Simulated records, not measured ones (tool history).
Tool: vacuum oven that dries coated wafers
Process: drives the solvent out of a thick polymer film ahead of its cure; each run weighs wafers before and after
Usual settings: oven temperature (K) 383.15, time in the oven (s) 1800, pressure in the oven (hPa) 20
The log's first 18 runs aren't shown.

run 19 day=25.929 | oven_temperature_(K)=383.15 time_in_the_oven_(s)=1800 pressure_in_the_oven_(hPa)=20 | solvent_left_in_the_film_(%)=3.39
run 20 day=26.829 | oven_temperature_(K)=383.15 time_in_the_oven_(s)=1800 pressure_in_the_oven_(hPa)=20 | solvent_left_in_the_film_(%)=3.36
run 21 day=28.038 | oven_temperature_(K)=383.15 time_in_the_oven_(s)=1800 pressure_in_the_oven_(hPa)=20 | solvent_left_in_the_film_(%)=3.38
run 22 day=29.508 | oven_temperature_(K)=390.15 time_in_the_oven_(s)=1740 pressure_in_the_oven_(hPa)=20 | solvent_left_in_the_film_(%)=1.98
run 23 day=31.638 | oven_temperature_(K)=380.15 time_in_the_oven_(s)=1800 pressure_in_the_oven_(hPa)=19.4 | solvent_left_in_the_film_(%)=4.15
run 24 day=32.983 | oven_temperature_(K)=380.15 time_in_the_oven_(s)=1800 pressure_in_the_oven_(hPa)=19.4 | solvent_left_in_the_film_(%)=4.07
run 25 day=34.946 | oven_temperature_(K)=383.15 time_in_the_oven_(s)=1440 pressure_in_the_oven_(hPa)=27.5 | solvent_left_in_the_film_(%)=4.52
run 26 day=36.35 | oven_temperature_(K)=373.15 time_in_the_oven_(s)=1800 pressure_in_the_oven_(hPa)=10.4 | solvent_left_in_the_film_(%)=5.78
run 27 day=38.338 | oven_temperature_(K)=388.15 time_in_the_oven_(s)=2520 pressure_in_the_oven_(hPa)=23.7 | solvent_left_in_the_film_(%)=1.55
run 28 day=39.817 | oven_temperature_(K)=375.15 time_in_the_oven_(s)=1500 pressure_in_the_oven_(hPa)=19 | solvent_left_in_the_film_(%)=6.38
run 29 day=40.7 | oven_temperature_(K)=383.15 time_in_the_oven_(s)=1980 pressure_in_the_oven_(hPa)=18.7 | solvent_left_in_the_film_(%)=2.84
run 30 day=42.588 | oven_temperature_(K)=383.15 time_in_the_oven_(s)=2220 pressure_in_the_oven_(hPa)=55.2 | solvent_left_in_the_film_(%)=3.82
run 31 day=44.067 | oven_temperature_(K)=378.15 time_in_the_oven_(s)=1020 pressure_in_the_oven_(hPa)=10.8 | solvent_left_in_the_film_(%)=6.99
run 32 day=45.146 | oven_temperature_(K)=384.15 time_in_the_oven_(s)=1380 pressure_in_the_oven_(hPa)=20 | solvent_left_in_the_film_(%)=4.12
run 33 day=47.146 | oven_temperature_(K)=384.15 time_in_the_oven_(s)=1380 pressure_in_the_oven_(hPa)=20 | solvent_left_in_the_film_(%)=4.14
run 34 day=48.033 | oven_temperature_(K)=368.15 time_in_the_oven_(s)=2700 pressure_in_the_oven_(hPa)=55.1 | solvent_left_in_the_film_(%)=7.57
run 35 day=49.892 | oven_temperature_(K)=388.15 time_in_the_oven_(s)=1800 pressure_in_the_oven_(hPa)=20 | solvent_left_in_the_film_(%)=2.15
run 36 day=51.083 | oven_temperature_(K)=387.15 time_in_the_oven_(s)=1800 pressure_in_the_oven_(hPa)=20 | solvent_left_in_the_film_(%)=2.3
run 37 day=52.762 | oven_temperature_(K)=383.15 time_in_the_oven_(s)=2940 pressure_in_the_oven_(hPa)=29.7 | solvent_left_in_the_film_(%)=2.17
run 38 day=54.683 | oven_temperature_(K)=398.15 time_in_the_oven_(s)=1860 pressure_in_the_oven_(hPa)=20 | solvent_left_in_the_film_(%)=0.84
run 39 day=56.467 | oven_temperature_(K)=381.15 time_in_the_oven_(s)=1140 pressure_in_the_oven_(hPa)=20 | solvent_left_in_the_film_(%)=5.76
run 40 day=58.571 | oven_temperature_(K)=383.15 time_in_the_oven_(s)=2820 pressure_in_the_oven_(hPa)=20 | solvent_left_in_the_film_(%)=1.84
run 41 day=60.246 | oven_temperature_(K)=383.15 time_in_the_oven_(s)=900 pressure_in_the_oven_(hPa)=20 | solvent_left_in_the_film_(%)=6.22
run 42 day=61.15 | oven_temperature_(K)=395.15 time_in_the_oven_(s)=2700 pressure_in_the_oven_(hPa)=22.2 | solvent_left_in_the_film_(%)=0.87

5 ways to go on from here, each from the tool as it stands after run 42. What would each give?
run A day=62.458 | oven_temperature_(K)=396.15 time_in_the_oven_(s)=1800 pressure_in_the_oven_(hPa)=40.1 | solvent_left_in_the_film_(%)=?
run B day=62.458 | oven_temperature_(K)=383.15 time_in_the_oven_(s)=2100 pressure_in_the_oven_(hPa)=20 | solvent_left_in_the_film_(%)=?
run C day=62.458 | oven_temperature_(K)=383.15 time_in_the_oven_(s)=1800 pressure_in_the_oven_(hPa)=77.6 | solvent_left_in_the_film_(%)=?
run D day=62.458 | oven_temperature_(K)=386.15 time_in_the_oven_(s)=1560 pressure_in_the_oven_(hPa)=19.8 | solvent_left_in_the_film_(%)=?
run E day=62.458 | oven_temperature_(K)=381.15 time_in_the_oven_(s)=1260 pressure_in_the_oven_(hPa)=20 | solvent_left_in_the_film_(%)=?

run=A solvent_left_in_the_film_(%)=1.57
run=B solvent_left_in_the_film_(%)=2.62
run=C solvent_left_in_the_film_(%)=5.15
run=D solvent_left_in_the_film_(%)=2.97
run=E solvent_left_in_the_film_(%)=5.21
Without the tool's hidden state the same runs would have given:
run=A solvent_left_in_the_film_(%)=1.56
run=B solvent_left_in_the_film_(%)=2.73
run=C solvent_left_in_the_film_(%)=5.39
run=D solvent_left_in_the_film_(%)=3.15
run=E solvent_left_in_the_film_(%)=5.48
